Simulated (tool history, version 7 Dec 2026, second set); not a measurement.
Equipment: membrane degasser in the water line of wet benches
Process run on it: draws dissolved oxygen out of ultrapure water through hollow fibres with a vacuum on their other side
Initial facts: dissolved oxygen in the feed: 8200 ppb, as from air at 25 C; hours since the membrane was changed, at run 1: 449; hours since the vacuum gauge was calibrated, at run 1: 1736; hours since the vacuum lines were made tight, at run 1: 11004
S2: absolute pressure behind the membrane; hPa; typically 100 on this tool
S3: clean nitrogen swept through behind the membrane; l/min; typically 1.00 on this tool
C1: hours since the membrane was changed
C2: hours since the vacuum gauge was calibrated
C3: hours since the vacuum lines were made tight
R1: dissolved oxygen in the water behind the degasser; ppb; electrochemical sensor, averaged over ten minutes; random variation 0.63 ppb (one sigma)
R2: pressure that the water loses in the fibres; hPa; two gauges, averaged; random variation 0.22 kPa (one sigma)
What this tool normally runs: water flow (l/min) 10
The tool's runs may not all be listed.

{"run": 1, "hour": 0.0, "water flow (l/min)": 10, "S2": 100, "S3": 1.0, "C1": 449, "C2": 1736, "C3": 11004, "R1": 159.5, "R2": 537.5}
{"run": 2, "hour": 46.3, "water flow (l/min)": 10, "S2": 100, "S3": 1.0, "C1": 496, "C2": 1782, "C3": 11051, "R1": 161.1, "R2": 533.5}
{"run": 3, "hour": 76.5, "water flow (l/min)": 10, "S2": 100, "S3": 1.0, "C1": 526, "C2": 1812, "C3": 11081, "R1": 160.1, "R2": 538.9}
{"run": 4, "hour": 107.9, "water flow (l/min)": 10, "S2": 100, "S3": 1.0, "C1": 557, "C2": 1844, "C3": 11112, "R1": 160.8, "R2": 538.0}
{"run": 5, "hour": 134.1, "water flow (l/min)": 10, "S2": 100, "S3": 1.0, "C1": 583, "C2": 1870, "C3": 11138, "R1": 160.3, "R2": 536.3}
{"run": 6, "hour": 165.7, "water flow (l/min)": 10, "S2": 97, "S3": 1.0, "C1": 615, "C2": 1901, "C3": 11170, "R1": 152.3, "R2": 539.3}
{"run": 7, "hour": 192.6, "water flow (l/min)": 10, "S2": 100, "S3": 1.46, "C1": 642, "C2": 1928, "C3": 11197, "R1": 112.8, "R2": 536.9}
{"run": 8, "hour": 238.5, "water flow (l/min)": 7, "S2": 100, "S3": 1.0, "C1": 688, "C2": 1974, "C3": 11243, "R1": 114.6, "R2": 377.3}
{"run": 9, "hour": 290.0, "water flow (l/min)": 7, "S2": 100, "S3": 1.39, "C1": 739, "C2": 2026, "C3": 11294, "R1": 83.9, "R2": 372.7}
{"run": 10, "hour": 326.1, "water flow (l/min)": 7, "S2": 100, "S3": 1.39, "C1": 775, "C2": 2062, "C3": 11330, "R1": 83.6, "R2": 375.3}
{"run": 11, "hour": 367.9, "water flow (l/min)": 10, "S2": 100, "S3": 1.0, "C1": 817, "C2": 2104, "C3": 11372, "R1": 160.5, "R2": 537.7}
{"run": 12, "hour": 408.1, "water flow (l/min)": 10, "S2": 100, "S3": 1.0, "C1": 857, "C2": 2144, "C3": 11412, "R1": 160.9, "R2": 536.0}
{"run": 13, "hour": 442.0, "water flow (l/min)": 10, "S2": 100, "S3": 1.0, "C1": 891, "C2": 2178, "C3": 11446, "R1": 160.9, "R2": 535.1}
{"run": 14, "hour": 478.6, "water flow (l/min)": 10, "S2": 100, "S3": 1.0, "C1": 928, "C2": 2214, "C3": 11483, "R1": 159.9, "R2": 536.3}
{"run": 15, "hour": 528.8, "water flow (l/min)": 10, "S2": 149, "S3": 0.57, "C1": 978, "C2": 2265, "C3": 11533, "R1": 443.8, "R2": 537.5}
{"run": 16, "hour": 579.1, "water flow (l/min)": 10, "S2": 149, "S3": 0.57, "C1": 1028, "C2": 2315, "C3": 11583, "R1": 444.6, "R2": 538.5}
{"run": 17, "hour": 630.0, "water flow (l/min)": 12, "S2": 161, "S3": 2.34, "C1": 1079, "C2": 2366, "C3": 11634, "R1": 162.2, "R2": 640.6}
{"hour": 647.0, "done": "seals of the vacuum lines changed"}
{"run": 18, "hour": 674.3, "water flow (l/min)": 13, "S2": 100, "S3": 1.0, "C1": 1122, "C2": 2408, "C3": 27, "R1": 205.8, "R2": 701.4}
{"run": 19, "hour": 723.4, "water flow (l/min)": 12, "S2": 115, "S3": 1.38, "C1": 1171, "C2": 2457, "C3": 76, "R1": 172.4, "R2": 641.3}
{"run": 20, "hour": 764.6, "water flow (l/min)": 10, "S2": 91, "S3": 2.77, "C1": 1212, "C2": 2498, "C3": 118, "R1": 54.1, "R2": 539.5}
{"run": 21, "hour": 798.7, "water flow (l/min)": 13, "S2": 78, "S3": 2.77, "C1": 1246, "C2": 2532, "C3": 152, "R1": 56.7, "R2": 690.9}
{"run": 22, "hour": 827.5, "water flow (l/min)": 10, "S2": 112, "S3": 1.0, "C1": 1275, "C2": 2561, "C3": 181, "R1": 186.8, "R2": 540.0}
{"run": 23, "hour": 867.1, "water flow (l/min)": 10, "S2": 112, "S3": 1.0, "C1": 1314, "C2": 2601, "C3": 220, "R1": 186.7, "R2": 535.6}
{"run": 24, "hour": 892.2, "water flow (l/min)": 8, "S2": 100, "S3": 1.0, "C1": 1339, "C2": 2626, "C3": 245, "R1": 130.1, "R2": 428.5}
{"run": 25, "hour": 939.2, "water flow (l/min)": 8, "S2": 100, "S3": 1.0, "C1": 1386, "C2": 2673, "C3": 292, "R1": 129.4, "R2": 430.6}

Run 26 has not been measured yet. What should we expect?
{"run": 26, "hour": 971.6, "water flow (l/min)": 8, "S2": 81, "S3": 0.87, "C1": 1419, "C2": 2705, "C3": 325, "R1": "?", "R2": "?"}

R1: 106.7 ppb
R2: 427.4 hPa
On a tool with no hidden condition, and with the same random variation, this run would have come out at R1 106.7 ppb, R2 427.3 hPa.

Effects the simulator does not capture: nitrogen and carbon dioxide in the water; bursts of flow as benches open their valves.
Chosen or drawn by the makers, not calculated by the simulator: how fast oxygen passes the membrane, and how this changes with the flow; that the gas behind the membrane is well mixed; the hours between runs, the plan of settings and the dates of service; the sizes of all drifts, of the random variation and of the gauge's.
